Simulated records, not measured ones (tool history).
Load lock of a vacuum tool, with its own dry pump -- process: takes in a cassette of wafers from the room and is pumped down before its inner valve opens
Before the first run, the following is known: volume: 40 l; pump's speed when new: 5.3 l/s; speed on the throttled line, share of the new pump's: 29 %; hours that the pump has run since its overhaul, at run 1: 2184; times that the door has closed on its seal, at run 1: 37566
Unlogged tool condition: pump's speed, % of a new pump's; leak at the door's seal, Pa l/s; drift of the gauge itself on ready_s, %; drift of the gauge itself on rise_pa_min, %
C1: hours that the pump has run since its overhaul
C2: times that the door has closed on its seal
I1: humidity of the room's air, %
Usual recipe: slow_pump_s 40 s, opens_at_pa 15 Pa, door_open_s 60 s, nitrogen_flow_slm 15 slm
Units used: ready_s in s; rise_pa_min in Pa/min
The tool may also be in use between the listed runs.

Run 1, hour 0.0: usual settings; C1 2184; C2 37566; I1 43.1. Result: ready_s 96.5 s, rise_pa_min 0.247 Pa/min.
Run 2, hour 141.3: usual settings; C1 2325; C2 38246; I1 47.8. Result: ready_s 95.8 s, rise_pa_min 0.247 Pa/min.
Run 3, hour 279.7: usual settings but nitrogen_flow_slm 20 slm; C1 2463; C2 38911; I1 43.4. Result: ready_s 95.9 s, rise_pa_min 0.248 Pa/min.
Run 4, hour 404.2: usual settings but nitrogen_flow_slm 20 slm; C1 2588; C2 39510; I1 46.9. Result: ready_s 96.2 s, rise_pa_min 0.253 Pa/min.
Run 5, hour 606.6: usual settings; C1 2790; C2 40483; I1 40.9. Result: ready_s 95.7 s, rise_pa_min 0.266 Pa/min.
Run 6, hour 743.9: usual settings but nitrogen_flow_slm 13 slm; C1 2928; C2 41144; I1 47.6. Result: ready_s 95.7 s, rise_pa_min 0.273 Pa/min.
Run 7, hour 885.3: usual settings but nitrogen_flow_slm 19 slm; C1 3069; C2 41824; I1 45.8. Result: ready_s 95.7 s, rise_pa_min 0.269 Pa/min.
Run 8, hour 1020.7: usual settings but nitrogen_flow_slm 20 slm; C1 3204; C2 42475; I1 48.6. Result: ready_s 96.4 s, rise_pa_min 0.282 Pa/min.
Run 9, hour 1105.4: usual settings but nitrogen_flow_slm 20 slm; C1 3289; C2 42883; I1 45.6. Result: ready_s 95.8 s, rise_pa_min 0.284 Pa/min.
Run 10, hour 1203.3: usual settings but nitrogen_flow_slm 23 slm; C1 3387; C2 43353; I1 46.2. Result: ready_s 97.7 s, rise_pa_min 0.285 Pa/min.
Run 11, hour 1371.1: usual settings but nitrogen_flow_slm 23 slm; C1 3555; C2 44161; I1 41.8. Result: ready_s 96.5 s, rise_pa_min 0.294 Pa/min.
Run 12, hour 1476.9: usual settings but nitrogen_flow_slm 23 slm; C1 3661; C2 44670; I1 43.5. Result: ready_s 97.2 s, rise_pa_min 0.289 Pa/min.
Run 13, hour 1639.5: usual settings but nitrogen_flow_slm 23 slm; C1 3823; C2 45452; I1 46.4. Result: ready_s 97.3 s, rise_pa_min 0.307 Pa/min.
Run 14, hour 1775.1: usual settings but nitrogen_flow_slm 23 slm; C1 3959; C2 46104; I1 46.9. Result: ready_s 96.8 s, rise_pa_min 0.310 Pa/min.
Run 15, hour 1860.7: usual settings but nitrogen_flow_slm 23 slm; C1 4044; C2 46516; I1 39.9. Result: ready_s 97.0 s, rise_pa_min 0.310 Pa/min.
Run 16, hour 1983.9: usual settings but slow_pump_s 60 s, opens_at_pa 21 Pa, door_open_s 122 s, nitrogen_flow_slm 10 slm; C1 4167; C2 47108; I1 48.1. Result: ready_s 107.5 s, rise_pa_min 0.342 Pa/min.
Run 17, hour 2093.2: usual settings but slow_pump_s 60 s, opens_at_pa 13 Pa, door_open_s 50 s, nitrogen_flow_slm 13 slm; C1 4277; C2 47634; I1 42.7. Result: ready_s 112.7 s, rise_pa_min 0.338 Pa/min.
Run 18, hour 2237.0: usual settings but slow_pump_s 37 s, nitrogen_flow_slm 7 slm; C1 4421; C2 48326; I1 42.0. Result: ready_s 94.6 s, rise_pa_min 0.334 Pa/min.
Run 19, hour 2365.7: usual settings but slow_pump_s 37 s, nitrogen_flow_slm 7 slm; C1 4549; C2 48945; I1 44.3. Result: ready_s 94.8 s, rise_pa_min 0.341 Pa/min.
Run 20, hour 2459.8: usual settings but slow_pump_s 37 s, nitrogen_flow_slm 7 slm; C1 4643; C2 49397; I1 44.4. Result: ready_s 94.8 s, rise_pa_min 0.358 Pa/min.
Run 21, hour 2592.5: usual settings but opens_at_pa 24 Pa; C1 4776; C2 50035; I1 43.0. Result: ready_s 92.2 s, rise_pa_min 0.359 Pa/min.
Run 22, hour 2722.6: usual settings but slow_pump_s 45 s, opens_at_pa 14 Pa, door_open_s 52 s, nitrogen_flow_slm 27 slm; C1 4906; C2 50661; I1 48.2. Result: ready_s 101.5 s, rise_pa_min 0.363 Pa/min.
Run 23, hour 2809.2: usual settings but slow_pump_s 37 s, door_open_s 49 s; C1 4993; C2 51078; I1 45.2. Result: ready_s 95.6 s, rise_pa_min 0.366 Pa/min.
Run 24, hour 2922.5: usual settings but door_open_s 226 s; C1 5106; C2 51623; I1 47.5. Result: ready_s 97.3 s, rise_pa_min 0.414 Pa/min.
Run 25, hour 3113.8: usual settings but door_open_s 226 s; C1 5297; C2 52543; I1 42.5. Result: ready_s 95.5 s, rise_pa_min 0.417 Pa/min.
Run 26, hour 3283.5: usual settings but slow_pump_s 34 s, opens_at_pa 27 Pa, door_open_s 58 s, nitrogen_flow_slm 17 slm; C1 5467; C2 53359; I1 46.6. Result: ready_s 87.6 s, rise_pa_min 0.388 Pa/min.
Run 27, hour 3494.4: usual settings but opens_at_pa 11 Pa, nitrogen_flow_slm 12 slm; C1 5678; C2 54374; I1 47.2. Result: ready_s 99.6 s, rise_pa_min 0.410 Pa/min.
Run 28, hour 3677.3: usual settings but slow_pump_s 62 s, opens_at_pa 11 Pa, door_open_s 77 s, nitrogen_flow_slm 4 slm; C1 5861; C2 55253; I1 45.9. Result: ready_s 116.6 s, rise_pa_min 0.420 Pa/min.
Run 29, hour 3860.1: usual settings but slow_pump_s 62 s, opens_at_pa 11 Pa, door_open_s 77 s, nitrogen_flow_slm 4 slm; C1 6044; C2 56132; I1 45.7. Result: ready_s 115.6 s, rise_pa_min 0.438 Pa/min.

Branching from run 29: 5 alternative next runs. What would each branch give?
Run A, hour 3952.4: usual settings but slow_pump_s 62 s, opens_at_pa 11 Pa, door_open_s 77 s, nitrogen_flow_slm 34 slm; C1 6136; C2 56577; I1 47.8. Result: ready_s ?, rise_pa_min ?.
Run B, hour 3952.4: usual settings but door_open_s 140 s; C1 6136; C2 56577; I1 46.9. Result: ready_s ?, rise_pa_min ?.
Run C, hour 3952.4: usual settings but opens_at_pa 17 Pa, door_open_s 212 s; C1 6136; C2 56577; I1 43.9. Result: ready_s ?, rise_pa_min ?.
Run D, hour 3952.4: usual settings but slow_pump_s 62 s, opens_at_pa 16 Pa, door_open_s 77 s, nitrogen_flow_slm 4 slm; C1 6136; C2 56577; I1 40.9. Result: ready_s ?, rise_pa_min ?.
Run E, hour 3952.4: usual settings but slow_pump_s 22 s; C1 6136; C2 56577; I1 45.0. Result: ready_s ?, rise_pa_min ?.

run  ready_s  rise_pa_min
  A    117.0        0.421
  B     98.5        0.447
  C     96.8        0.462
  D    112.7        0.446
  E     85.5        0.431
What these runs would have given with no unlogged condition in the tool:
run  ready_s  rise_pa_min
  A    115.1        0.018
  B     96.5        0.039
  C     94.7        0.052
  D    111.0        0.034
  E     83.1        0.018
